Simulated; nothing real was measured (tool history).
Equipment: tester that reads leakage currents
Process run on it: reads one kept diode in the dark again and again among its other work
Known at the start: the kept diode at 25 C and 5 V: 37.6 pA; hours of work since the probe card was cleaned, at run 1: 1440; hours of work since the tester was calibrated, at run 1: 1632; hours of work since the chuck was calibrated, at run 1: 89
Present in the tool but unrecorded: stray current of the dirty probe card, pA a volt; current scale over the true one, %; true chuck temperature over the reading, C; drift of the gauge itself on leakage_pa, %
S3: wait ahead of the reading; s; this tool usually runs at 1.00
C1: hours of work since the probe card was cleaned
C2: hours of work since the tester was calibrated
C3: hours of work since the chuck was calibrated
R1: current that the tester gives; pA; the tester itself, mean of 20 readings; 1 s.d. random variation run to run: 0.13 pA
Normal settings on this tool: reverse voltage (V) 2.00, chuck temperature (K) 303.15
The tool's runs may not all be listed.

Run 1, hour 0.0: usual settings; C1 1440; C2 1632; C3 89. Result: R1 42.44 pA.
Run 2, hour 154.6: usual settings; C1 1514; C2 1706; C3 163. Result: R1 42.19 pA.
Run 3, hour 236.8: usual settings; C1 1553; C2 1745; C3 203. Result: R1 42.36 pA.
Run 4, hour 358.4: usual settings; C1 1612; C2 1804; C3 261. Result: R1 41.93 pA.
Run 5, hour 452.1: usual settings; C1 1657; C2 1848; C3 306. Result: R1 41.78 pA.
Run 6, hour 599.2: usual settings; C1 1727; C2 1919; C3 376. Result: R1 41.81 pA.
Run 7, hour 725.3: usual settings but reverse voltage (V) 1.70; C1 1788; C2 1980; C3 437. Result: R1 38.89 pA.
Run 8, hour 793.2: usual settings but reverse voltage (V) 1.70, S3 0.63 s; C1 1820; C2 2012; C3 470. Result: R1 38.68 pA.
Run 9, hour 941.2: usual settings but reverse voltage (V) 1.70, S3 0.63 s; C1 1891; C2 2083; C3 541. Result: R1 38.66 pA.
Run 10, hour 1051.3: usual settings but chuck temperature (K) 308.15; C1 1944; C2 2136; C3 593. Result: R1 60.46 pA.
Run 11, hour 1187.9: usual settings; C1 2010; C2 2201; C3 659. Result: R1 40.94 pA.
Run 12, hour 1294.0: usual settings; C1 2061; C2 2252; C3 710. Result: R1 40.97 pA.
Run 13, hour 1392.6: usual settings; C1 2108; C2 2300; C3 757. Result: R1 40.77 pA.
Run 14, hour 1521.3: usual settings but S3 1.21 s; C1 2170; C2 2361; C3 819. Result: R1 40.46 pA.
Run 15, hour 1598.9: usual settings but S3 1.21 s; C1 2207; C2 2399; C3 856. Result: R1 40.44 pA.
Run 16, hour 1671.4: usual settings but S3 1.21 s; C1 2242; C2 2433; C3 891. Result: R1 40.29 pA.
Run 17, hour 1824.3: usual settings but reverse voltage (V) 1.17, S3 0.69 s; C1 2315; C2 2507; C3 964. Result: R1 32.37 pA.
Run 18, hour 1889.5: usual settings but reverse voltage (V) 1.17, S3 0.69 s; C1 2346; C2 2538; C3 995. Result: R1 32.48 pA.
Run 19, hour 2028.2: usual settings but reverse voltage (V) 9.01, chuck temperature (K) 307.15, S3 1.84 s; C1 2413; C2 2605; C3 1062. Result: R1 101.31 pA.
Run 20, hour 2102.8: usual settings but reverse voltage (V) 3.02, chuck temperature (K) 323.15; C1 2449; C2 2640; C3 1098. Result: R1 204.94 pA.
At hour 2206.7: tester calibrated.
Run 21, hour 2254.7: usual settings but S3 7.10 s; C1 2520; C2 23; C3 1170. Result: R1 40.24 pA.
Run 22, hour 2343.9: usual settings but chuck temperature (K) 295.15, S3 2.03 s; C1 2563; C2 66; C3 1212. Result: R1 22.20 pA.
Run 23, hour 2453.3: usual settings but reverse voltage (V) 1.48, chuck temperature (K) 322.15, S3 6.02 s; C1 2616; C2 118; C3 1265. Result: R1 147.01 pA.
Run 24, hour 2598.2: usual settings but reverse voltage (V) 6.11, chuck temperature (K) 328.15, S3 1.39 s; C1 2685; C2 188; C3 1334. Result: R1 378.37 pA.
At hour 2717.1: chuck's temperature calibrated.
Run 25, hour 2729.5: usual settings but reverse voltage (V) 6.11, chuck temperature (K) 328.15, S3 1.39 s; C1 2747; C2 250; C3 6. Result: R1 420.47 pA.
Run 26, hour 2808.0: usual settings but reverse voltage (V) 4.11, chuck temperature (K) 295.15, S3 2.02 s; C1 2785; C2 287; C3 44. Result: R1 35.16 pA.
Run 27, hour 2934.1: usual settings but reverse voltage (V) 1.71, chuck temperature (K) 313.15, S3 2.02 s; C1 2845; C2 348; C3 104. Result: R1 89.22 pA.
Run 28, hour 3008.0: usual settings but reverse voltage (V) 2.04, chuck temperature (K) 306.15, S3 2.02 s; C1 2881; C2 383; C3 140. Result: R1 56.56 pA.
At hour 3023.0: probe card cleaned and baked.
Run 29, hour 3151.8: usual settings but reverse voltage (V) 2.04, chuck temperature (K) 306.15, S3 2.02 s; C1 62; C2 451; C3 207. Result: R1 52.05 pA.
Run 30, hour 3229.2: usual settings but reverse voltage (V) 2.04, chuck temperature (K) 306.15, S3 2.02 s; C1 99; C2 488; C3 244. Result: R1 52.05 pA.

Consider 4 possible next runs. They are alternatives, not a sequence: every one starts from the tool as it was left by run 30. What does each give?
Run A, hour 3384.2: usual settings but reverse voltage (V) 1.00, chuck temperature (K) 315.15, S3 2.36 s; C1 173; C2 562; C3 319. Result: R1 ?.
Run B, hour 3384.2: usual settings but reverse voltage (V) 6.51, chuck temperature (K) 316.15, S3 2.38 s; C1 173; C2 562; C3 319. Result: R1 ?.
Run C, hour 3384.2: usual settings but reverse voltage (V) 3.05; C1 173; C2 562; C3 319. Result: R1 ?.
Run D, hour 3384.2: usual settings but reverse voltage (V) 13.30, chuck temperature (K) 321.15, S3 5.04 s; C1 173; C2 562; C3 319. Result: R1 ?.

run      R1
  A   80.83
  B  170.99
  C   46.91
  D  318.91
What these runs would have given with no unlogged condition in the tool:
run      R1
  A   83.27
  B  175.55
  C   48.11
  D  327.01
